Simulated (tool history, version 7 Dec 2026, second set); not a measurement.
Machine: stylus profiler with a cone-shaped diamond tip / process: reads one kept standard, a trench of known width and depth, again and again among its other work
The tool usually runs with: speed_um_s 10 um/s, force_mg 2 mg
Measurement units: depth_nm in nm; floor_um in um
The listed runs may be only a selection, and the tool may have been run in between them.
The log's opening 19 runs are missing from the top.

run   hour  speed_um_s  force_mg  scans with this tip  hours of work since the height scale was calibrated  depth_nm  floor_um
 20  311.4           4      5.86                 3844                                                   62    203.06     48.05
     318.8  -- height scale calibrated on a step standard, once more
 21  329.2           4      5.86                 3931                                                    5    203.32     48.07
 22    339           4      5.86                 3980                                                   10    203.45     48.12
 23  352.5           4      4.25                 4048                                                   17    202.61     48.11
 24  374.4           4      4.25                 4159                                                   27    203.05     48.01
 25  384.7           4      4.25                 4210                                                   32    202.58      48.1
 26  395.6           4      4.25                 4265                                                   38    202.65     48.07
 27  414.3           2      2.52                 4359                                                   47     202.1     48.06
 28  428.5           2      2.52                 4430                                                   54    201.79     48.07
 29  447.8           2      2.52                 4527                                                   63    201.61        48
 30  466.2           9      2.52                 4620                                                   72    201.89     48.03
 31  481.1           9      2.52                 4695                                                   80     201.8     48.04
 32  504.1          16      5.08                 4811                                                   91    203.24     48.03
 33  522.1          16      5.08                 4901                                                  100    203.17        48
 34  540.1          16      5.08                 4992                                                  109    203.01     48.06
 35  561.8           4      1.34                 5101                                                  119    201.32     48.02
 36  580.2           4      1.34                 5194                                                  128    201.34     48.02

Here are 4 independent what-if runs from the current tool condition. What would each one return?
  A  596.8           4      1.52                 5277                                                  136         ?         ?
  B  596.8          20      4.63                 5277                                                  136         ?         ?
  C  596.8          19      3.57                 5277                                                  136         ?         ?
  D  596.8          35      5.38                 5277                                                  136         ?         ?

run  depth_nm  floor_um
  A    201.19     48.01
  B     202.8     47.96
  C    202.33        48
  D    202.93     47.97
With no hidden state in the tool, these same runs would have given:
run  depth_nm  floor_um
  A    201.34     48.23
  B    202.96     48.19
  C    202.49     48.23
  D    203.08      48.2

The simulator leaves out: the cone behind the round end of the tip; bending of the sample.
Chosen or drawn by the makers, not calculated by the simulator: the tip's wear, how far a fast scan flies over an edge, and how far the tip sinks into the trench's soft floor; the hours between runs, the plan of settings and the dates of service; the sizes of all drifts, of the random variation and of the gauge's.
